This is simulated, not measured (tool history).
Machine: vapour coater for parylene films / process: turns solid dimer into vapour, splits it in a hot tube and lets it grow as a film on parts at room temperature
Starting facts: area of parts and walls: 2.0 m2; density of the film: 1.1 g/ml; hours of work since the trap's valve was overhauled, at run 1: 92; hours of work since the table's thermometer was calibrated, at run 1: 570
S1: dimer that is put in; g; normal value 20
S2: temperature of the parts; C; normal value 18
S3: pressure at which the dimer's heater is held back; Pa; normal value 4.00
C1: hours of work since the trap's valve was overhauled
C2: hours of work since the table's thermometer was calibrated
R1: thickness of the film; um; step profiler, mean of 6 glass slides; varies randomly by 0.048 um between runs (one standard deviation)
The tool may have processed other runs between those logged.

run	hour	S1	S2	S3	C1	C2	R1
1	0.0	20	18	4.00	92	570	6.72
2	53.2	20	18	4.00	123	601	6.72
3	86.7	20	18	4.00	143	621	6.74
4	122.0	20	18	4.00	163	641	6.67
5	178.3	20	18	4.00	196	674	6.76
6	234.0	20	18	4.00	228	706	6.69
7	269.1	20	18	4.00	249	727	6.70
# hour 297.4: trap's valve overhauled
8	326.5	20	18	4.00	17	758	6.66
9	357.2	20	18	4.00	35	776	6.70
10	393.5	20	11	4.00	56	797	8.13
11	423.7	20	11	4.00	73	814	8.14
12	486.6	20	11	4.00	110	851	8.05
13	535.3	20	11	4.00	138	879	7.96
14	597.6	20	11	4.00	175	915	8.02
15	665.4	20	18	4.00	214	955	6.70
16	719.1	20	18	10.39	245	986	5.70
# hour 753.5: trap's valve overhauled
17	770.3	20	18	10.39	10	1013	5.74
18	816.7	20	18	10.39	37	1040	5.75
19	872.4	20	18	10.39	69	1073	5.76
20	943.8	19	17	5.00	111	1114	6.27
21	993.5	19	17	5.00	140	1143	6.34
22	1061.5	19	17	5.00	179	1183	6.33
23	1103.5	14	20	4.25	203	1207	4.39
24	1174.0	25	24	10.00	244	1248	6.25
# hour 1208.1: trap's valve overhauled
25	1244.2	25	24	10.00	21	1287	6.27
26	1306.2	25	24	10.00	57	1323	6.14
27	1337.0	20	11	4.68	75	1341	7.77
28	1405.7	20	11	4.68	115	1381	7.84
29	1462.1	23	18	2.07	148	1413	8.64
30	1528.1	30	18	4.00	186	1452	10.03
31	1559.4	30	29	4.00	204	1470	7.65
32	1613.1	30	29	2.89	235	1501	7.97
# hour 1661.9: trap's valve overhauled
33	1673.2	30	29	2.89	7	1534	8.03
34	1714.2	31	18	3.20	30	1558	10.86
35	1770.5	31	18	3.20	63	1590	10.95
36	1800.4	11	27	3.20	81	1608	3.06
37	1842.6	11	27	3.20	105	1632	3.06
38	1913.7	11	27	3.20	146	1674	3.03

Hidden condition of the tool, last listed run before each entry between runs versus first listed run after:
In the gap between runs 7 and 8: trap's valve overhauled (hour 297.4)
  vapour lost through the trap's worn valve, %: 0.5 -> 0
In the gap between runs 16 and 17: trap's valve overhauled (hour 753.5)
  vapour lost through the trap's worn valve, %: 0.5 -> 0; true temperature of the parts over the reading, C: 0.01 -> 0.02
In the gap between runs 24 and 25: trap's valve overhauled (hour 1208.1)
  vapour lost through the trap's worn valve, %: 0.5 -> 0
In the gap between runs 32 and 33: trap's valve overhauled (hour 1661.9)
  vapour lost through the trap's worn valve, %: 0.5 -> 0

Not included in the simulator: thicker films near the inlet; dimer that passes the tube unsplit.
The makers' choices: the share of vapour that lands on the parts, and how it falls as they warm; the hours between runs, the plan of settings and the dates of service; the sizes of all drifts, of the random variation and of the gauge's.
